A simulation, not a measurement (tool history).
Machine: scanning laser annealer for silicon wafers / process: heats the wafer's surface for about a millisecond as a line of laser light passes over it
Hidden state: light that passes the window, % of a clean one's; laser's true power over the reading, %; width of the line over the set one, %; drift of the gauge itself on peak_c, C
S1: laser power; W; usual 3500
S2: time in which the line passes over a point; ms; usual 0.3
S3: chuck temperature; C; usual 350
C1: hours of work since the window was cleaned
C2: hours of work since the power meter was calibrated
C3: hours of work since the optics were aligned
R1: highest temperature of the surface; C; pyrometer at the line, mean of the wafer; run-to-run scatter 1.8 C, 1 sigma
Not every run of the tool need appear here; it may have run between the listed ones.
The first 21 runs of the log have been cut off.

run 22 hour=680.7 | S1=3500 S2=0.252 S3=350 | C1=339 C2=1757 C3=670 | R1=1004
run 23 hour=709.1 | S1=3650 S2=0.3 S3=379 | C1=360 C2=1779 C3=692 | R1=1127
run 24 hour=735.2 | S1=3849 S2=0.319 S3=385 | C1=380 C2=1799 C3=712 | R1=1193
-- hour=743.9 window over the wafer cleaned
run 25 hour=761.2 | S1=3849 S2=0.319 S3=385 | C1=13 C2=1817 C3=730 | R1=1221
run 26 hour=786.6 | S1=3849 S2=0.319 S3=385 | C1=32 C2=1836 C3=749 | R1=1218
run 27 hour=812.2 | S1=3525 S2=0.216 S3=350 | C1=52 C2=1855 C3=768 | R1=970
run 28 hour=842.9 | S1=3500 S2=0.272 S3=319 | C1=75 C2=1879 C3=792 | R1=1012
run 29 hour=872.1 | S1=3372 S2=0.272 S3=319 | C1=97 C2=1901 C3=814 | R1=985
run 30 hour=911.9 | S1=3372 S2=0.272 S3=319 | C1=127 C2=1931 C3=844 | R1=989
run 31 hour=928.5 | S1=3500 S2=0.225 S3=346 | C1=140 C2=1944 C3=857 | R1=971
run 32 hour=954 | S1=3500 S2=0.225 S3=346 | C1=159 C2=1963 C3=876 | R1=970
run 33 hour=986.5 | S1=3381 S2=0.256 S3=350 | C1=184 C2=1987 C3=900 | R1=993
run 34 hour=1013.3 | S1=3381 S2=0.256 S3=350 | C1=204 C2=2008 C3=921 | R1=992

Predict each of these 4 candidate next runs independently; none follows another, all start after run 34:
run A hour=1047.7 | S1=2997 S2=0.256 S3=350 | C1=230 C2=2034 C3=947 | R1=?
run B hour=1047.7 | S1=3381 S2=0.331 S3=350 | C1=230 C2=2034 C3=947 | R1=?
run C hour=1047.7 | S1=3779 S2=0.256 S3=336 | C1=230 C2=2034 C3=947 | R1=?
run D hour=1047.7 | S1=3381 S2=0.264 S3=331 | C1=230 C2=2034 C3=947 | R1=?

run=A R1=920
run=B R1=1088
run=C R1=1051
run=D R1=981
Take away the tool's hidden state, keep each run's random variation, and the runs would have read:
run=A R1=929
run=B R1=1099
run=C R1=1062
run=D R1=991
